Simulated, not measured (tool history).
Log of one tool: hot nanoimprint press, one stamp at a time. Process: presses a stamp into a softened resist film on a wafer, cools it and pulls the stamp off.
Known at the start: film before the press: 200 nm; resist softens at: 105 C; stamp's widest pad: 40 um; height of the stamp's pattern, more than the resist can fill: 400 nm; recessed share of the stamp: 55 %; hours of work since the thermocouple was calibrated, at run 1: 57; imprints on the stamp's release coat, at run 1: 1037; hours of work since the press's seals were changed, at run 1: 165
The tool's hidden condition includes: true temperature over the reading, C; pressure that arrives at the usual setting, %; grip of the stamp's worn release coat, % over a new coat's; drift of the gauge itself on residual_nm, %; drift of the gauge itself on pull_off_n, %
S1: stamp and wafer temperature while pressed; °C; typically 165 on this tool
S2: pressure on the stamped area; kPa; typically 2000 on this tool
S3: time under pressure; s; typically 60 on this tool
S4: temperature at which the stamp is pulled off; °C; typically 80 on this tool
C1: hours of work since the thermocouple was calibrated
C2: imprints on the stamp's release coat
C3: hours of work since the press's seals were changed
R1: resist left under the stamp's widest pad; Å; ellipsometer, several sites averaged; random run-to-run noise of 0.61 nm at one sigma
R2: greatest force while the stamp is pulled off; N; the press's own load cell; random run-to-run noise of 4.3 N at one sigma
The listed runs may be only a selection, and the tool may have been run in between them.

run,hour,S1,S2,S3,S4,C1,C2,C3,R1,R2
1,0,165,2000,60,80,57,1037,165,791,304
2,43.4,165,2000,60,80,87,1224,194,791,328
# hour 103.6: stamp cleaned and given a new release coat
3,103.6,165,2000,60,80,124,0,231,775,209
4,140.6,165,2000,60,80,149,159,256,773,220
5,182.9,165,2000,104,80,178,340,285,607,237
6,244.8,165,2000,104,80,220,605,327,601,265
7,306.9,165,2000,104,80,262,872,370,609,286
# hour 358.5: plate thermocouple calibrated
8,365.5,165,2000,104,80,5,1110,407,634,305
9,418.3,165,2000,104,80,41,1336,443,637,326
# hour 453.5: stamp cleaned and given a new release coat
10,456.1,165,2000,104,80,62,11,465,644,214
11,496.7,165,2000,60,80,90,185,493,780,228
12,526,165,2000,60,80,110,310,513,791,234
13,565.1,160,2000,60,80,137,478,539,957,247
14,614.6,165,2000,60,80,170,690,573,771,272
# hour 650: press's hydraulic seals changed and the load cell set to zero
15,665.3,165,2000,60,80,199,874,10,756,273

Run 16 is up next; what results do you expect?
16,699.1,165,2000,60,80,222,1018,33,?,?

Run 16 yielded R1 757 Å, R2 289 N.
With no hidden state in the tool, this same run would have given R1 793 Å, R2 205 N.

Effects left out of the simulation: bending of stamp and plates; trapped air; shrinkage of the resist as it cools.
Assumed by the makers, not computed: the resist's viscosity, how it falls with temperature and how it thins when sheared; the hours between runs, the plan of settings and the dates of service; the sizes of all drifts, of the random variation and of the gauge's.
